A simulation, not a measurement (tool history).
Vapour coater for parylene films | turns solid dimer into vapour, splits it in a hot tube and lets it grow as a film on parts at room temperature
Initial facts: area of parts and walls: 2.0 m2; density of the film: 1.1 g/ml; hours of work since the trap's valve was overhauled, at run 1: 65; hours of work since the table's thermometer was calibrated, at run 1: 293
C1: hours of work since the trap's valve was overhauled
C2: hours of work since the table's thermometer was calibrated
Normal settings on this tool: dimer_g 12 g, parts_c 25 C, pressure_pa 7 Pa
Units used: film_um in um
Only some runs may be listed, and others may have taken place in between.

Run 1, day 0: usual settings; C1 65; C2 293. Result: film_um 2.36 um.
Run 2, day 2.2: usual settings; C1 90; C2 318. Result: film_um 2.4 um.
Run 3, day 3.954: usual settings; C1 110; C2 338. Result: film_um 2.33 um.
Run 4, day 5.725: usual settings; C1 131; C2 359. Result: film_um 2.31 um.
Run 5, day 7.658: usual settings; C1 153; C2 381. Result: film_um 2.35 um.
Run 6, day 9.8: usual settings; C1 178; C2 406. Result: film_um 2.28 um.
Run 7, day 12.167: usual settings; C1 205; C2 433. Result: film_um 2.29 um.
Run 8, day 14.779: usual settings; C1 236; C2 464. Result: film_um 2.21 um.
Run 9, day 15.992: usual settings but pressure_pa 6.96 Pa; C1 250; C2 478. Result: film_um 2.23 um.
Run 10, day 18.375: usual settings but pressure_pa 4.35 Pa; C1 277; C2 505. Result: film_um 2.28 um.
Run 11, day 20.954: usual settings but pressure_pa 4.35 Pa; C1 307; C2 535. Result: film_um 2.34 um.
At day 21.896: trap's valve overhauled.
Run 12, day 23.454: usual settings but pressure_pa 4.35 Pa; C1 18; C2 562. Result: film_um 2.69 um.
Run 13, day 25.483: usual settings but pressure_pa 4.35 Pa; C1 42; C2 586. Result: film_um 2.66 um.
At day 25.658: table's thermometer calibrated.
Run 14, day 26.95: usual settings but pressure_pa 4.35 Pa; C1 58; C2 15. Result: film_um 2.64 um.
Run 15, day 28.688: usual settings but pressure_pa 4.35 Pa; C1 78; C2 35. Result: film_um 2.6 um.
Run 16, day 31.379: usual settings but parts_c 20 C; C1 109; C2 66. Result: film_um 2.63 um.
Run 17, day 34.392: usual settings but parts_c 20 C; C1 144; C2 101. Result: film_um 2.6 um.
Run 18, day 35.642: usual settings but parts_c 20 C; C1 159; C2 115. Result: film_um 2.62 um.
Run 19, day 38.104: usual settings but parts_c 20 C; C1 187; C2 144. Result: film_um 2.54 um.
Run 20, day 40.746: usual settings but pressure_pa 7.93 Pa; C1 218; C2 175. Result: film_um 2.22 um.
Run 21, day 42.412: usual settings but dimer_g 15 g, pressure_pa 7.93 Pa; C1 237; C2 194. Result: film_um 2.78 um.
At day 43.421: table's thermometer calibrated, once more.
Run 22, day 43.883: usual settings but dimer_g 15 g, pressure_pa 7.93 Pa; C1 253; C2 5. Result: film_um 2.71 um.
Run 23, day 46.538: usual settings but dimer_g 15 g, pressure_pa 7.93 Pa; C1 284; C2 36. Result: film_um 2.72 um.
Run 24, day 48.504: usual settings but parts_c 27 C; C1 307; C2 59. Result: film_um 2.08 um.
At day 49.358: trap's valve overhauled.
Run 25, day 51.658: usual settings but parts_c 22 C; C1 27; C2 93. Result: film_um 2.62 um.
Run 26, day 53.221: usual settings but dimer_g 6 g, parts_c 30 C, pressure_pa 5.87 Pa; C1 45; C2 111. Result: film_um 1.14 um.
Run 27, day 55.804: usual settings but dimer_g 6 g, parts_c 30 C, pressure_pa 5.87 Pa; C1 75; C2 141. Result: film_um 1.1 um.
Run 28, day 58.246: usual settings but dimer_g 11 g, parts_c 22 C, pressure_pa 8.61 Pa; C1 103; C2 170. Result: film_um 2.24 um.
Run 29, day 60.479: usual settings but dimer_g 14 g; C1 129; C2 195. Result: film_um 2.66 um.
Run 30, day 63.079: usual settings but dimer_g 13 g, pressure_pa 6.59 Pa; C1 159; C2 226. Result: film_um 2.54 um.
Run 31, day 65.046: usual settings but dimer_g 13 g, pressure_pa 6.59 Pa; C1 182; C2 248. Result: film_um 2.46 um.

Expected results for the next run?
Run 32, day 68.054: usual settings but dimer_g 13 g, pressure_pa 6.59 Pa; C1 216; C2 283. Result: film_um ?.

{"run 32": {"film_um": 2.47}}
If the tool had no hidden condition, the same run with the same run-to-run variation would have returned film_um 2.74 um.

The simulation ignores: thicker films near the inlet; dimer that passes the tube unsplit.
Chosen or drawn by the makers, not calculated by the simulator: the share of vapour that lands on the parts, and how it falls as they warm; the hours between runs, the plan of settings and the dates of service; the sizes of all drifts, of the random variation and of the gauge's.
